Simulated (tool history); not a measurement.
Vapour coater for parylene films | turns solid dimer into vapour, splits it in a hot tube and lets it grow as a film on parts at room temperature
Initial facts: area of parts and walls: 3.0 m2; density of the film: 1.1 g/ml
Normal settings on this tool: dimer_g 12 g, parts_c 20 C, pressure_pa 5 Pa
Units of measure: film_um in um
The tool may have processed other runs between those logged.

Run 1, hour 0: usual settings. Result: film_um 1.86 um.
Run 2, hour 12.4: usual settings. Result: film_um 1.86 um.
Run 3, hour 33.5: usual settings. Result: film_um 1.89 um.
Run 4, hour 58.1: usual settings. Result: film_um 1.91 um.
Run 5, hour 83.3: usual settings. Result: film_um 1.87 um.
Run 6, hour 98.6: usual settings but pressure_pa 3.21 Pa. Result: film_um 1.86 um.
Run 7, hour 115.4: usual settings but pressure_pa 3.21 Pa. Result: film_um 1.93 um.
Run 8, hour 135.2: usual settings. Result: film_um 1.89 um.
Run 9, hour 154.2: usual settings but pressure_pa 2.18 Pa. Result: film_um 1.94 um.
Run 10, hour 168.9: usual settings but pressure_pa 9.28 Pa. Result: film_um 1.78 um.
Run 11, hour 182.6: usual settings but pressure_pa 9.28 Pa. Result: film_um 1.77 um.
Run 12, hour 203.6: usual settings but pressure_pa 9.28 Pa. Result: film_um 1.75 um.
Run 13, hour 227.4: usual settings. Result: film_um 1.81 um.
At hour 241.4: trap's valve overhauled.
Run 14, hour 248.2: usual settings but dimer_g 8 g, parts_c 15 C. Result: film_um 1.6 um.
Run 15, hour 266.3: usual settings but dimer_g 8 g, parts_c 15 C. Result: film_um 1.6 um.
Run 16, hour 292.7: usual settings but dimer_g 6 g. Result: film_um 0.98 um.

Run 17 has not been measured yet. What should we expect?
Run 17, hour 308.5: usual settings but dimer_g 6 g. Result: film_um ?.

Run 17 yielded film_um 0.95 um.
The same run, on a tool lacking any hidden state, would have yielded film_um 0.97 um.
